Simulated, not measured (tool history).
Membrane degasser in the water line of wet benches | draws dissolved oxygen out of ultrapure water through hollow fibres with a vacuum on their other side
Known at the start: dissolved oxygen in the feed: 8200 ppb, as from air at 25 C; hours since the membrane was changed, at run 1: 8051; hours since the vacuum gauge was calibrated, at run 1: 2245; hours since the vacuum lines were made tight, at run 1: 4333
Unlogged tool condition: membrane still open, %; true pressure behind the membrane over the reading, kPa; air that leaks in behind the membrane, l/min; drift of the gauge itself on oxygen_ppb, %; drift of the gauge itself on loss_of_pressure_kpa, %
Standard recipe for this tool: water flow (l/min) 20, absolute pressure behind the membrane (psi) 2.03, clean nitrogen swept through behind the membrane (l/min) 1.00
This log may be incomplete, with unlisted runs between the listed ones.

run      day  water flow (l/min)  absolute pressure behind the membrane (psi)  clean nitrogen swept through behind the membrane (l/min)  hours since the membrane was changed  hours since the vacuum gauge was calibrated  hours since the vacuum lines were made tight  dissolved oxygen in the water behind the degasser (ppb)  pressure that the water loses in the fibres (psi)
  1    0.000                  20                                         2.03                                                      1.00                                  8051                                         2245                                          4333                                                    524.3                                              4.498
  2    5.012                  20                                         1.41                                                      1.00                                  8171                                         2365                                          4453                                                    346.0                                              4.540
  3    9.679                  20                                         1.41                                                      1.00                                  8283                                         2477                                          4565                                                    346.2                                              4.489
  4   17.833                  20                                         1.41                                                      1.00                                  8479                                         2673                                          4761                                                    348.7                                              4.541
  5   25.508                  20                                         1.22                                                      1.00                                  8663                                         2857                                          4945                                                    293.4                                              4.502
  6   30.871                  26                                         2.03                                                      1.00                                  8792                                         2986                                          5074                                                    693.4                                              5.919
  7   37.946                  26                                         2.03                                                      1.00                                  8962                                         3156                                          5244                                                    701.8                                              5.952
  8   42.104                  26                                         2.03                                                      1.00                                  9061                                         3255                                          5343                                                    695.4                                              5.949
  9   48.879                  28                                         2.03                                                      1.00                                  9224                                         3418                                          5506                                                    761.0                                              6.411
      49.258  -- vacuum gauge calibrated
 10   56.796                  20                                         2.03                                                      1.69                                  9413                                          181                                          5695                                                    353.2                                              4.554
 11   63.692                  20                                         2.03                                                      1.36                                  9579                                          346                                          5861                                                    418.7                                              4.585
 12   69.371                  18                                         1.29                                                      0.53                                  9715                                          483                                          5997                                                    425.2                                              4.109
 13   75.408                  20                                         2.03                                                      1.16                                  9860                                          628                                          6142                                                    464.5                                              4.614
 14   79.562                  26                                         2.89                                                      1.91                                  9960                                          727                                          6242                                                    622.9                                              6.047
 15   83.179                  20                                         2.03                                                      0.42                                 10047                                          814                                          6329                                                    963.2                                              4.637
 16   87.633                  19                                         4.73                                                      0.93                                 10154                                          921                                          6435                                                   1241.8                                              4.393
 17   93.092                  19                                         4.73                                                      0.93                                 10285                                         1052                                          6566                                                   1238.4                                              4.432
 18   99.529                  20                                         3.84                                                      0.77                                 10439                                         1207                                          6721                                                   1212.7                                              4.612
 19  104.400                  20                                         3.84                                                      0.77                                 10556                                         1323                                          6838                                                   1235.0                                              4.635
 20  109.688                  13                                         1.31                                                      1.27                                 10683                                         1450                                          6965                                                    160.9                                              3.036
 21  114.588                  14                                         4.05                                                      1.85                                 10800                                         1568                                          7082                                                    470.2                                              3.227

What if the next run were any one of these 3? Each begins from the tool's condition after run 21:
  A  121.775                  24                                         4.31                                                      0.81                                 10973                                         1740                                          7255                                                        ?                                                  ?
  B  121.775                  14                                         1.81                                                      0.73                                 10973                                         1740                                          7255                                                        ?                                                  ?
  C  121.775                  14                                         3.15                                                      1.73                                 10973                                         1740                                          7255                                                        ?                                                  ?

run  dissolved oxygen in the water behind the degasser (ppb)  pressure that the water loses in the fibres (psi)
  A                                                   1530.8                                              5.664
  B                                                    425.4                                              3.239
  C                                                    381.3                                              3.269
Without the tool's unlogged condition, the same runs would have read:
run  dissolved oxygen in the water behind the degasser (ppb)  pressure that the water loses in the fibres (psi)
  A                                                   1468.3                                              5.004
  B                                                    396.3                                              2.857
  C                                                    350.0                                              2.885
